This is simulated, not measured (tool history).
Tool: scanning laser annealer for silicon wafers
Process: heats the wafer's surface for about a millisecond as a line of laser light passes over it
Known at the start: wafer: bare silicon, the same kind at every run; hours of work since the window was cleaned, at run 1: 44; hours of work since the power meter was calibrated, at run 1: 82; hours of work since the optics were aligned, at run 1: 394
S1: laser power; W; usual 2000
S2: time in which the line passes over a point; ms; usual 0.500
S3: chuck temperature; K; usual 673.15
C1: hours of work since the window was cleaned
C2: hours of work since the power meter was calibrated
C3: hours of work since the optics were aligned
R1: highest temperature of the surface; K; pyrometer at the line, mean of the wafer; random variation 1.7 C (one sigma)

Run 1, hour 0.0: usual settings; C1 44; C2 82; C3 394. Result: R1 1417.15 K.
Run 2, hour 10.0: usual settings; C1 49; C2 88; C3 400. Result: R1 1414.15 K.
Run 3, hour 17.2: usual settings but S2 0.553 ms; C1 53; C2 92; C3 404. Result: R1 1459.15 K.
Run 4, hour 28.3: usual settings but S2 0.553 ms; C1 59; C2 98; C3 410. Result: R1 1457.15 K.
Run 5, hour 38.1: usual settings but S2 0.553 ms; C1 65; C2 103; C3 415. Result: R1 1457.15 K.
Run 6, hour 46.4: usual settings but S2 0.553 ms; C1 70; C2 108; C3 420. Result: R1 1460.15 K.
Run 7, hour 52.9: usual settings but S2 0.553 ms; C1 73; C2 112; C3 424. Result: R1 1457.15 K.
Run 8, hour 60.9: usual settings but S2 0.553 ms; C1 78; C2 116; C3 428. Result: R1 1457.15 K.
Run 9, hour 67.5: usual settings; C1 81; C2 120; C3 432. Result: R1 1413.15 K.
Run 10, hour 74.6: usual settings; C1 85; C2 124; C3 436. Result: R1 1419.15 K.
Run 11, hour 85.6: usual settings; C1 91; C2 130; C3 442. Result: R1 1414.15 K.
Run 12, hour 94.7: usual settings; C1 97; C2 135; C3 447. Result: R1 1415.15 K.
Run 13, hour 103.3: usual settings; C1 101; C2 140; C3 452. Result: R1 1415.15 K.
Run 14, hour 108.4: usual settings but S1 2137 W, S2 0.457 ms, S3 642.15 K; C1 104; C2 143; C3 455. Result: R1 1414.15 K.
Run 15, hour 115.8: usual settings but S1 1850 W, S2 0.517 ms, S3 642.15 K; C1 108; C2 147; C3 459. Result: R1 1321.15 K.
Run 16, hour 127.1: usual settings but S1 2021 W, S2 0.428 ms, S3 652.15 K; C1 115; C2 153; C3 465. Result: R1 1341.15 K.
Run 17, hour 134.0: usual settings but S1 2021 W, S2 0.428 ms, S3 652.15 K; C1 119; C2 157; C3 469. Result: R1 1341.15 K.
Run 18, hour 139.7: usual settings but S1 1749 W, S2 0.420 ms, S3 636.15 K; C1 122; C2 160; C3 472. Result: R1 1201.15 K.
Run 19, hour 149.9: usual settings but S1 2027 W, S3 665.15 K; C1 127; C2 166; C3 478. Result: R1 1418.15 K.
Run 20, hour 161.8: usual settings but S1 2046 W, S3 661.15 K; C1 134; C2 172; C3 484. Result: R1 1424.15 K.
Run 21, hour 173.6: usual settings but S3 694.15 K; C1 141; C2 179; C3 491. Result: R1 1434.15 K.
Run 22, hour 179.9: usual settings but S1 1970 W, S2 0.354 ms; C1 144; C2 183; C3 495. Result: R1 1271.15 K.
Run 23, hour 186.7: usual settings but S1 1970 W, S2 0.354 ms; C1 148; C2 186; C3 498. Result: R1 1276.15 K.
Run 24, hour 193.7: usual settings but S3 712.15 K; C1 152; C2 190; C3 502. Result: R1 1450.15 K.
Run 25, hour 203.9: usual settings but S1 2144 W; C1 158; C2 196; C3 508. Result: R1 1481.15 K.
Run 26, hour 213.3: usual settings but S1 1943 W, S2 0.506 ms; C1 163; C2 201; C3 513. Result: R1 1393.15 K.

Forecast each of these 4 alternatives for the next run:
Run A, hour 221.8: usual settings but S1 1939 W, S2 0.506 ms; C1 168; C2 206; C3 518. Result: R1 ?.
Run B, hour 221.8: usual settings but S1 1943 W, S2 0.594 ms; C1 168; C2 206; C3 518. Result: R1 ?.
Run C, hour 221.8: usual settings but S1 1779 W, S3 667.15 K; C1 168; C2 206; C3 518. Result: R1 ?.
Run D, hour 221.8: usual settings but S1 1943 W, S2 0.373 ms; C1 168; C2 206; C3 518. Result: R1 ?.

run       R1
  A  1387.15
  B  1456.15
  C  1303.15
  D  1280.15
Without the tool's hidden state the same runs would have given:
run       R1
  A  1393.15
  B  1463.15
  C  1309.15
  D  1286.15
